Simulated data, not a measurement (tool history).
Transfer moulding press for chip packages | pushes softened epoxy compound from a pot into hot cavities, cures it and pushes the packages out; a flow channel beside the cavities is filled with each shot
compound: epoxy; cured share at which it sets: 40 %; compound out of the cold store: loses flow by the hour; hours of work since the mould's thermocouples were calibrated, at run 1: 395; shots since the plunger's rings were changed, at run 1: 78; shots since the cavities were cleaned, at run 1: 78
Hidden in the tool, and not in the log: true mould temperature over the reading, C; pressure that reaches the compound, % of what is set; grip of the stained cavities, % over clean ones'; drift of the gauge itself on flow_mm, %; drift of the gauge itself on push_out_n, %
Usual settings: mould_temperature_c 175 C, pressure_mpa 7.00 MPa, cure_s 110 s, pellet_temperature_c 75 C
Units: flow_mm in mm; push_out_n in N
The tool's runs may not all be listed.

run   hour  mould_temperature_c  pressure_mpa  cure_s  pellet_temperature_c  hours of work since the mould's thermocouples were calibrated  shots since the plunger's rings were changed  shots since the cavities were cleaned  incoming compound's hours out of the cold store  flow_mm  push_out_n
  1    0.0                  175          7.00     110                    75                                                            395                                            78                                     78                                             42.0      879         363
  2   20.3                  175          7.00     110                    75                                                            411                                           361                                    361                                             38.5      885         505
  3   34.8                  175          7.00     110                    75                                                            422                                           564                                    564                                             32.1      910         549
      49.1  -- cavities cleaned with cleaning compound and waxed
  4   53.3                  175          7.00     110                    75                                                            435                                           803                                     59                                             24.8      935         629
  5   65.8                  175          6.97     110                    75                                                            445                                           977                                    233                                             27.8      914         630
  6   78.3                  175          6.97     110                    75                                                            454                                          1152                                    408                                             47.2      839         556
  7   90.0                  175          7.00     110                    75                                                            464                                          1316                                    572                                             30.3      909         609
     103.9  -- cavities cleaned with cleaning compound and waxed
  8  109.1                  175          7.00     110                    75                                                            477                                          1562                                     73                                             42.6      856         375
  9  127.4                  175          7.00     110                    75                                                            491                                          1818                                    329                                             16.0      960         518
 10  142.4                  175          7.00     110                    75                                                            503                                          2028                                    539                                             42.8      842         522
     154.9  -- mould's thermocouples calibrated
     159.7  -- cavities cleaned with cleaning compound and waxed
 11  161.1                  175          7.00     110                    75                                                              4                                          2241                                     19                                             29.9      893         348
 12  170.1                  168          7.00     110                    75                                                             11                                          2367                                    145                                             35.6      887         668
     174.2  -- cavities cleaned with cleaning compound and waxed, once more
 13  191.6                  168          7.00     110                    75                                                             26                                          2647                                    245                                             12.1      984         855
 14  211.0                  168          7.00     110                    72                                                             41                                          2918                                    516                                             42.8      847         830
 15  223.3                  168          7.00     110                    72                                                             50                                          3091                                    689                                             26.8      903         952
     228.6  -- cavities cleaned with cleaning compound and waxed
 16  245.2                  168          8.28     110                    80                                                             66                                          3376                                    233                                             43.5      914         662
 17  257.6                  175          5.33     110                    78                                                             75                                          3549                                    406                                             20.0      794         527
 18  268.3                  175          7.03     147                    75                                                             84                                          3698                                    555                                             35.2      847         451
     282.1  -- cavities cleaned with cleaning compound and waxed
 19  290.8                  175          6.98     136                    82                                                            100                                          3992                                    122                                             44.7      797         337
 20  304.7                  167          7.67     110                    75                                                            110                                          4186                                    316                                             38.3      882         801
 21  325.0                  167          7.67     106                    75                                                            126                                          4471                                    601                                             21.6      950        1066
     335.8  -- cavities cleaned with cleaning compound and waxed
 22  340.5                  175          7.00      96                    67                                                            137                                          4666                                     65                                             42.8      805         503
 23  349.7                  175          7.00      96                    67                                                            144                                          4795                                    194                                             18.1      900         641
 24  364.7                  175          5.84      93                    75                                                            155                                          5005                                    404                                              8.4      853         808
 25  381.1                  179          5.65     138                    78                                                            168                                          5235                                    634                                             26.8      748         423
     390.0  -- cavities cleaned with cleaning compound and waxed
     400.1  -- plunger's sealing rings changed
 26  401.8                  179          5.65     138                    78                                                            181                                            25                                    131                                             22.2      851         319

3 ways to go on from here, each from the tool as it stands after run 26. What would each give?
  A  418.3                  168          7.18     138                    78                                                            194                                           255                                    361                                              8.3        ?           ?
  B  418.3                  175          7.00     110                    68                                                            194                                           255                                    361                                             45.5        ?           ?
  C  418.3                  168          5.79     138                    67                                                            194                                           255                                    361                                             40.6        ?           ?

run  flow_mm  push_out_n
  A     1068         554
  B      856         504
  C      820         516
Without the tool's hidden state the same runs would have given:
run  flow_mm  push_out_n
  A     1071         349
  B      859         322
  C      823         329
